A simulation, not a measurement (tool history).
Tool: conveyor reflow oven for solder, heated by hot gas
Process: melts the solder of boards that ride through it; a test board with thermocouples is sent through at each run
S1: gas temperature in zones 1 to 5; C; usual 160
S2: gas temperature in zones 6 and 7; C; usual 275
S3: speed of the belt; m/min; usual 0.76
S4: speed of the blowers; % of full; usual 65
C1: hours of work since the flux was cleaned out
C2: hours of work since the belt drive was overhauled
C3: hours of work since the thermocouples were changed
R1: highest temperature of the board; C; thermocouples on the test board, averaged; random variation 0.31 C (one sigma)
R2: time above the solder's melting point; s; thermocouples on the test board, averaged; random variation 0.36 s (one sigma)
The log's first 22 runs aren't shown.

run 23 day=18.417 | S1=160 S2=265 S3=0.839 S4=73 | C1=281 C2=723 C3=1045 | R1=240 R2=22.6
run 24 day=19.404 | S1=160 S2=265 S3=0.824 S4=51 | C1=297 C2=739 C3=1061 | R1=230.9 R2=14.8
run 25 day=20.3 | S1=160 S2=276 S3=0.834 S4=65 | C1=311 C2=753 C3=1075 | R1=245.4 R2=24.8
run 26 day=21.458 | S1=152 S2=275 S3=0.76 S4=81 | C1=330 C2=772 C3=1094 | R1=252.8 R2=32.1
-- day=21.775 flux residue cleaned out of gas plates and filters
run 27 day=22.162 | S1=152 S2=275 S3=0.76 S4=81 | C1=6 C2=779 C3=1102 | R1=255.9 R2=33.7
run 28 day=23.138 | S1=152 S2=269 S3=0.76 S4=65 | C1=22 C2=795 C3=1117 | R1=244.5 R2=26.7
run 29 day=24.129 | S1=173 S2=269 S3=0.76 S4=57 | C1=38 C2=811 C3=1133 | R1=247 R2=31.8
run 30 day=24.925 | S1=173 S2=269 S3=0.76 S4=57 | C1=50 C2=823 C3=1146 | R1=246 R2=32.3

Forecast each of these 5 alternatives for the next run:
run A day=26.054 | S1=173 S2=283 S3=0.76 S4=57 | C1=68 C2=841 C3=1164 | R1=? R2=?
run B day=26.054 | S1=160 S2=269 S3=0.809 S4=65 | C1=68 C2=841 C3=1164 | R1=? R2=?
run C day=26.054 | S1=173 S2=269 S3=0.775 S4=57 | C1=68 C2=841 C3=1164 | R1=? R2=?
run D day=26.054 | S1=173 S2=269 S3=0.76 S4=89 | C1=68 C2=841 C3=1164 | R1=? R2=?
run E day=26.054 | S1=160 S2=275 S3=0.658 S4=80 | C1=68 C2=841 C3=1164 | R1=? R2=?

run=A R1=257.4 R2=37.2
run=B R1=243.5 R2=25.5
run=C R1=245.5 R2=30
run=D R1=256.4 R2=37.3
run=E R1=262 R2=44
Without the tool's hidden state the same runs would have given:
run=A R1=254.4 R2=34.8
run=B R1=240.7 R2=23.1
run=C R1=242.6 R2=27.5
run=D R1=253.6 R2=35.2
run=E R1=259.1 R2=41.6
